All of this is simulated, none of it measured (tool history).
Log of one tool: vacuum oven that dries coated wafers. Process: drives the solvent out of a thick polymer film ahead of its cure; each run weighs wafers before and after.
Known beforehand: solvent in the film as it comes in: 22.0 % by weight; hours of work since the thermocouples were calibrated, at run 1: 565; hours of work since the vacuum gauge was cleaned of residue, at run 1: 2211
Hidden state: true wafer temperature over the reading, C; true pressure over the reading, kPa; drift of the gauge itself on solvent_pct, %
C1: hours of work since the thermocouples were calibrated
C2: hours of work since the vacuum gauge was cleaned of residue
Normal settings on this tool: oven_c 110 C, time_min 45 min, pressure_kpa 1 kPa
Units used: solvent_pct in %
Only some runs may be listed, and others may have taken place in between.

{"run": 1, "day": 0.0, "oven_c": 110, "time_min": 45, "pressure_kpa": 1, "C1": 565, "C2": 2211, "solvent_pct": 3.13}
{"run": 2, "day": 4.117, "oven_c": 110, "time_min": 45, "pressure_kpa": 1, "C1": 638, "C2": 2283, "solvent_pct": 3.05}
{"day": 4.5, "done": "vacuum gauge cleaned of residue and calibrated"}
{"run": 3, "day": 7.417, "oven_c": 110, "time_min": 45, "pressure_kpa": 0.6, "C1": 694, "C2": 51, "solvent_pct": 2.86}
{"run": 4, "day": 11.308, "oven_c": 110, "time_min": 45, "pressure_kpa": 0.6, "C1": 763, "C2": 119, "solvent_pct": 2.82}
{"run": 5, "day": 14.567, "oven_c": 99, "time_min": 45, "pressure_kpa": 0.6, "C1": 820, "C2": 177, "solvent_pct": 6.2}
{"run": 6, "day": 17.888, "oven_c": 99, "time_min": 45, "pressure_kpa": 0.6, "C1": 878, "C2": 235, "solvent_pct": 6.15}
{"day": 21.229, "done": "oven's thermocouples calibrated"}
{"run": 7, "day": 21.525, "oven_c": 110, "time_min": 45, "pressure_kpa": 1, "C1": 5, "C2": 297, "solvent_pct": 3.17}
{"run": 8, "day": 24.404, "oven_c": 121, "time_min": 45, "pressure_kpa": 1, "C1": 56, "C2": 348, "solvent_pct": 0.93}
{"run": 9, "day": 27.45, "oven_c": 110, "time_min": 45, "pressure_kpa": 1, "C1": 109, "C2": 401, "solvent_pct": 3.1}
{"run": 10, "day": 30.417, "oven_c": 110, "time_min": 45, "pressure_kpa": 1, "C1": 161, "C2": 453, "solvent_pct": 3}
{"run": 11, "day": 32.146, "oven_c": 110, "time_min": 45, "pressure_kpa": 1.46, "C1": 191, "C2": 483, "solvent_pct": 3.18}
{"run": 12, "day": 35.004, "oven_c": 110, "time_min": 45, "pressure_kpa": 1.46, "C1": 242, "C2": 533, "solvent_pct": 3.17}
{"run": 13, "day": 38.025, "oven_c": 110, "time_min": 45, "pressure_kpa": 1, "C1": 295, "C2": 586, "solvent_pct": 2.95}
{"run": 14, "day": 42.162, "oven_c": 110, "time_min": 45, "pressure_kpa": 1, "C1": 367, "C2": 659, "solvent_pct": 2.88}
{"run": 15, "day": 45.254, "oven_c": 110, "time_min": 45, "pressure_kpa": 1, "C1": 421, "C2": 713, "solvent_pct": 2.91}
{"run": 16, "day": 49.458, "oven_c": 110, "time_min": 45, "pressure_kpa": 0.92, "C1": 495, "C2": 787, "solvent_pct": 2.86}
{"run": 17, "day": 52.121, "oven_c": 110, "time_min": 45, "pressure_kpa": 0.92, "C1": 542, "C2": 833, "solvent_pct": 2.83}
{"run": 18, "day": 54.592, "oven_c": 110, "time_min": 45, "pressure_kpa": 0.92, "C1": 585, "C2": 877, "solvent_pct": 2.75}
{"run": 19, "day": 57.117, "oven_c": 110, "time_min": 45, "pressure_kpa": 1, "C1": 629, "C2": 921, "solvent_pct": 2.79}
{"run": 20, "day": 60.725, "oven_c": 110, "time_min": 45, "pressure_kpa": 1, "C1": 693, "C2": 984, "solvent_pct": 2.76}
{"run": 21, "day": 63.792, "oven_c": 110, "time_min": 45, "pressure_kpa": 1, "C1": 746, "C2": 1038, "solvent_pct": 2.77}
{"run": 22, "day": 67.592, "oven_c": 118, "time_min": 49, "pressure_kpa": 0.78, "C1": 813, "C2": 1105, "solvent_pct": 0.96}
{"run": 23, "day": 69.496, "oven_c": 97, "time_min": 23, "pressure_kpa": 1, "C1": 846, "C2": 1138, "solvent_pct": 10.85}
{"run": 24, "day": 71.633, "oven_c": 98, "time_min": 46, "pressure_kpa": 0.58, "C1": 884, "C2": 1176, "solvent_pct": 6.16}
{"day": 74.479, "done": "oven's thermocouples calibrated"}
{"run": 25, "day": 75.679, "oven_c": 110, "time_min": 55, "pressure_kpa": 1, "C1": 21, "C2": 1245, "solvent_pct": 2.04}
{"run": 26, "day": 79.512, "oven_c": 110, "time_min": 55, "pressure_kpa": 1, "C1": 88, "C2": 1312, "solvent_pct": 2.08}
{"run": 27, "day": 83.383, "oven_c": 103, "time_min": 32, "pressure_kpa": 1.3, "C1": 156, "C2": 1380, "solvent_pct": 7.32}
{"run": 28, "day": 87.412, "oven_c": 117, "time_min": 61, "pressure_kpa": 0.55, "C1": 227, "C2": 1451, "solvent_pct": 0.69}
{"run": 29, "day": 91.158, "oven_c": 117, "time_min": 33, "pressure_kpa": 1.22, "C1": 292, "C2": 1516, "solvent_pct": 2.73}
{"run": 30, "day": 94.092, "oven_c": 115, "time_min": 23, "pressure_kpa": 3.43, "C1": 344, "C2": 1568, "solvent_pct": 5.74}
{"run": 31, "day": 96.046, "oven_c": 115, "time_min": 23, "pressure_kpa": 3.43, "C1": 378, "C2": 1602, "solvent_pct": 5.72}
{"run": 32, "day": 98.375, "oven_c": 115, "time_min": 23, "pressure_kpa": 3.43, "C1": 419, "C2": 1643, "solvent_pct": 5.68}
{"run": 33, "day": 100.833, "oven_c": 115, "time_min": 23, "pressure_kpa": 3.43, "C1": 462, "C2": 1686, "solvent_pct": 5.65}
{"run": 34, "day": 103.933, "oven_c": 115, "time_min": 23, "pressure_kpa": 3.43, "C1": 516, "C2": 1741, "solvent_pct": 5.69}
{"run": 35, "day": 105.929, "oven_c": 115, "time_min": 23, "pressure_kpa": 3.43, "C1": 551, "C2": 1775, "solvent_pct": 5.66}
{"run": 36, "day": 107.867, "oven_c": 120, "time_min": 45, "pressure_kpa": 2.08, "C1": 585, "C2": 1809, "solvent_pct": 1.17}
{"run": 37, "day": 110.517, "oven_c": 120, "time_min": 45, "pressure_kpa": 2.08, "C1": 632, "C2": 1856, "solvent_pct": 1.14}
{"run": 38, "day": 113.517, "oven_c": 120, "time_min": 45, "pressure_kpa": 2.08, "C1": 684, "C2": 1909, "solvent_pct": 1.12}
{"run": 39, "day": 117.579, "oven_c": 120, "time_min": 45, "pressure_kpa": 2.08, "C1": 756, "C2": 1980, "solvent_pct": 1.15}
{"run": 40, "day": 121.171, "oven_c": 117, "time_min": 43, "pressure_kpa": 0.66, "C1": 819, "C2": 2043, "solvent_pct": 1.37}
{"run": 41, "day": 122.879, "oven_c": 110, "time_min": 62, "pressure_kpa": 0.66, "C1": 849, "C2": 2073, "solvent_pct": 1.3}

Predict each of these 4 candidate next runs independently; none follows another, all start after run 41:
{"run": "A", "day": 127.088, "oven_c": 109, "time_min": 42, "pressure_kpa": 1, "C1": 922, "C2": 2146, "solvent_pct": "?"}
{"run": "B", "day": 127.088, "oven_c": 115, "time_min": 31, "pressure_kpa": 0.87, "C1": 922, "C2": 2146, "solvent_pct": "?"}
{"run": "C", "day": 127.088, "oven_c": 104, "time_min": 27, "pressure_kpa": 1.74, "C1": 922, "C2": 2146, "solvent_pct": "?"}
{"run": "D", "day": 127.088, "oven_c": 96, "time_min": 23, "pressure_kpa": 0.93, "C1": 922, "C2": 2146, "solvent_pct": "?"}

run=A solvent_pct=3.16
run=B solvent_pct=3.22
run=C solvent_pct=7.68
run=D solvent_pct=11.12
What these runs would have given with no unlogged condition in the tool:
run=A solvent_pct=3.77
run=B solvent_pct=3.83
run=C solvent_pct=8.44
run=D solvent_pct=11.76

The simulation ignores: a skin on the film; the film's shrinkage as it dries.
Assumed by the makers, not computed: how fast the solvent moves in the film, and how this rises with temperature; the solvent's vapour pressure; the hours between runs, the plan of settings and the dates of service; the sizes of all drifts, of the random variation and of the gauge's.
